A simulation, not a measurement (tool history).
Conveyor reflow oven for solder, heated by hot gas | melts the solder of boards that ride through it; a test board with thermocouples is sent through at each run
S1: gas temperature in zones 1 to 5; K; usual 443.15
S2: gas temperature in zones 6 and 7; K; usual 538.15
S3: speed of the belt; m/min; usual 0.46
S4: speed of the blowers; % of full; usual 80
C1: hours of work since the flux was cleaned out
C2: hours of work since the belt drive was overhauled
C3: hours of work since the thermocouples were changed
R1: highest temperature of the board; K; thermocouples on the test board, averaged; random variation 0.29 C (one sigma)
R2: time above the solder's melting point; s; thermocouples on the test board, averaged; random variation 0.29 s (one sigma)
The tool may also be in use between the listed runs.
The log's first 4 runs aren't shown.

| run | hour | S1 | S2 | S3 | S4 | C1 | C2 | C3 | R1 | R2 |
|---|---|---|---|---|---|---|---|---|---|---|
| 5 | 66.3 | 443.15 | 538.15 | 0.408 | 80 | 150 | 282 | 762 | 522.95 | 63 |
| 6 | 85.1 | 443.15 | 538.15 | 0.408 | 80 | 165 | 297 | 777 | 523.35 | 62.9 |
| 7 | 99 | 443.15 | 538.15 | 0.46 | 80 | 176 | 308 | 788 | 518.95 | 51.6 |
| 8 | 110.4 | 443.15 | 538.15 | 0.46 | 89 | 185 | 317 | 797 | 521.15 | 54.1 |
| 9 | 130.6 | 443.15 | 538.15 | 0.46 | 89 | 201 | 333 | 813 | 521.55 | 54.6 |
|  | 136.8 | belt drive overhauled, speed set with a stopwatch |
| 10 | 149.1 | 443.15 | 538.15 | 0.46 | 89 | 213 | 10 | 825 | 521.45 | 54.2 |
| 11 | 163.4 | 443.15 | 538.15 | 0.46 | 89 | 224 | 21 | 836 | 521.15 | 54.2 |
| 12 | 185.7 | 443.15 | 538.15 | 0.46 | 80 | 242 | 39 | 854 | 519.05 | 51.9 |
| 13 | 209.2 | 443.15 | 538.15 | 0.46 | 80 | 261 | 58 | 873 | 518.95 | 51.4 |
| 14 | 221.4 | 443.15 | 538.15 | 0.46 | 80 | 270 | 67 | 882 | 518.25 | 51 |
| 15 | 235.6 | 443.15 | 538.15 | 0.46 | 80 | 282 | 79 | 894 | 518.85 | 51.5 |
| 16 | 251.8 | 456.15 | 530.15 | 0.46 | 60 | 295 | 91 | 907 | 508.35 | 42.5 |
| 17 | 266.3 | 443.15 | 538.15 | 0.491 | 86 | 306 | 103 | 918 | 517.95 | 46.9 |
|  | 282.2 | belt drive overhauled, speed set with a stopwatch, once more |
| 18 | 282.2 | 455.15 | 550.15 | 0.491 | 86 | 316 | 0 | 928 | 530.45 | 60.1 |
| 19 | 306.8 | 449.15 | 545.15 | 0.475 | 62 | 335 | 20 | 947 | 517.65 | 47.7 |
| 20 | 322.5 | 449.15 | 549.15 | 0.46 | 80 | 348 | 32 | 960 | 528.45 | 60.4 |

Forecast run 21:
| 21 | 347.3 | 443.15 | 540.15 | 0.495 | 80 | 367 | 52 | 979 | ? | ? |

R1: 517.35 K
R2: 45.2 s
Without the tool's hidden state the same run would have given R1 521.55 K, R2 49.4 s.
